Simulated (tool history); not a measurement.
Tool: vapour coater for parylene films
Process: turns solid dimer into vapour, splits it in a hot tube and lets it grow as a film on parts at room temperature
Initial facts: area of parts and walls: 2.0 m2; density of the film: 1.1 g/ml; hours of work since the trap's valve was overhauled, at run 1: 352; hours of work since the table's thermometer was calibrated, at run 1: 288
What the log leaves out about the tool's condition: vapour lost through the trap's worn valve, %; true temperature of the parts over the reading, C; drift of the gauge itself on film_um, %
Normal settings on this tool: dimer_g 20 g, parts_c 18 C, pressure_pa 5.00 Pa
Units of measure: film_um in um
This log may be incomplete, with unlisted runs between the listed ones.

run,day,dimer_g,parts_c,pressure_pa,hours of work since the trap's valve was overhauled,hours of work since the table's thermometer was calibrated,film_um
1,0.000,20,18,5.00,352,288,5.01
2,0.675,20,18,5.00,361,298,5.05
3,0.988,20,18,3.90,366,302,5.41
4,1.542,20,18,3.90,373,309,5.35
5,2.104,20,18,4.60,381,317,5.06
6,2.708,20,18,2.38,389,326,5.94
7,3.000,20,18,5.00,393,330,5.00
8,3.404,20,18,5.00,399,335,5.03
9,3.812,20,11,5.00,404,341,6.91
# day 4.171: trap's valve overhauled
10,4.438,20,11,5.00,4,347,6.70
11,5.079,20,11,5.04,13,356,6.63
# day 5.617: trap's valve overhauled, once more
12,5.700,20,11,5.04,1,362,8.02
13,6.150,20,18,5.00,7,368,5.76
14,6.704,20,18,5.00,15,376,5.80
15,7.021,20,18,5.00,19,380,5.70
16,7.654,20,18,5.00,28,389,5.75
17,7.958,20,18,5.00,32,393,5.67
18,8.408,20,18,5.00,38,399,5.75
19,8.779,18,29,5.38,44,404,2.94
20,9.429,13,29,5.38,52,413,2.19
21,9.958,13,29,5.38,60,421,2.14
22,10.554,10,13,6.34,68,429,3.35
23,11.192,31,17,2.87,77,438,10.40
24,11.733,17,24,4.95,84,445,3.60
25,12.404,32,24,4.95,93,454,6.74
26,12.712,24,29,11.89,98,459,3.31
27,13.108,24,29,11.89,103,464,3.32
28,13.450,24,10,5.46,108,469,9.55
29,14.000,20,15,4.25,115,476,6.65
30,14.525,20,15,4.25,123,484,6.54
31,15.054,20,15,4.25,130,491,6.61
32,15.662,21,18,5.00,138,499,5.69
33,16.092,29,13,8.17,144,505,9.07
34,16.583,22,18,5.00,151,512,5.99
35,17.088,33,19,9.32,158,519,7.53
36,17.721,33,22,5.45,167,527,7.31

5 options for the next run, each taken on its own from the tool as it stands now. Forecast them:
A,18.296,23,14,5.00,174,535,?
B,18.296,33,14,11.86,174,535,?
C,18.296,23,22,5.45,174,535,?
D,18.296,20,12,5.18,174,535,?
E,18.296,35,28,5.00,174,535,?

run,film_um
A,7.54
B,8.94
C,5.05
D,7.18
E,5.98
What these runs would have given with no unlogged condition in the tool:
run,film_um
A,7.98
B,9.46
C,5.35
D,7.60
E,6.32

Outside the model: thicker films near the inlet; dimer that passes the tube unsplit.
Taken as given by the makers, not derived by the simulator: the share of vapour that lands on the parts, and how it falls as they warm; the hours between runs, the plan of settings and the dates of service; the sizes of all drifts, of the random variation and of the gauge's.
